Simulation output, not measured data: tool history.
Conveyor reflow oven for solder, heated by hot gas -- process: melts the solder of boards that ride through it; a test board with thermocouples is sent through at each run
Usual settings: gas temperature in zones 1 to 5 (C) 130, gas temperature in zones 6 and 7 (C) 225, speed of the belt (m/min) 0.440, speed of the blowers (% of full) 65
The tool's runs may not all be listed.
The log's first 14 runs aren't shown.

| run | day | gas temperature in zones 1 to 5 (C) | gas temperature in zones 6 and 7 (C) | speed of the belt (m/min) | speed of the blowers (% of full) | highest temperature of the board (C) | time above the solder's melting point (s) |
|---|---|---|---|---|---|---|---|
| 15 | 4.008 | 130 | 225 | 0.440 | 65 | 210.0 | 69.6 |
| 16 | 4.212 | 130 | 225 | 0.440 | 65 | 210.0 | 70.0 |
| 17 | 4.483 | 123 | 225 | 0.498 | 87 | 210.4 | 60.1 |
| 18 | 4.700 | 123 | 225 | 0.498 | 87 | 210.3 | 59.8 |
|  | 4.896 | belt drive overhauled, speed set with a stopwatch |
| 19 | 5.104 | 130 | 225 | 0.414 | 56 | 209.5 | 72.7 |
| 20 | 5.388 | 130 | 225 | 0.414 | 56 | 209.2 | 73.2 |
|  | 5.612 | belt drive overhauled, speed set with a stopwatch, once more |
| 21 | 5.796 | 130 | 233 | 0.426 | 52 | 213.8 | 75.9 |
| 22 | 6.075 | 117 | 239 | 0.352 | 87 | 231.7 | 112.8 |
| 23 | 6.458 | 117 | 239 | 0.352 | 87 | 231.7 | 112.3 |
| 24 | 6.788 | 117 | 239 | 0.352 | 87 | 231.8 | 112.4 |
| 25 | 7.029 | 117 | 239 | 0.352 | 87 | 232.0 | 112.1 |
| 26 | 7.396 | 117 | 239 | 0.352 | 87 | 231.9 | 111.6 |
| 27 | 7.600 | 130 | 225 | 0.354 | 65 | 215.8 | 99.5 |
| 28 | 7.892 | 130 | 225 | 0.381 | 63 | 213.0 | 86.4 |
| 29 | 8.200 | 130 | 225 | 0.381 | 63 | 213.5 | 87.9 |
| 30 | 8.475 | 130 | 230 | 0.381 | 63 | 217.9 | 92.6 |

3 options for the next run, each taken on its own from the tool as it stands now. Forecast them:
| A | 8.767 | 135 | 225 | 0.509 | 65 | ? | ? |
| B | 8.767 | 134 | 239 | 0.381 | 62 | ? | ? |
| C | 8.767 | 116 | 234 | 0.446 | 65 | ? | ? |

| run | highest temperature of the board (C) | time above the solder's melting point (s) |
|---|---|---|
| A | 205.5 | 54.9 |
| B | 226.3 | 103.9 |
| C | 215.1 | 67.8 |
Stripped of hidden state, with their random variation kept, the same runs would have yielded:
| run | highest temperature of the board (C) | time above the solder's melting point (s) |
|---|---|---|
| A | 206.4 | 56.7 |
| B | 226.6 | 104.5 |
| C | 216.1 | 69.5 |

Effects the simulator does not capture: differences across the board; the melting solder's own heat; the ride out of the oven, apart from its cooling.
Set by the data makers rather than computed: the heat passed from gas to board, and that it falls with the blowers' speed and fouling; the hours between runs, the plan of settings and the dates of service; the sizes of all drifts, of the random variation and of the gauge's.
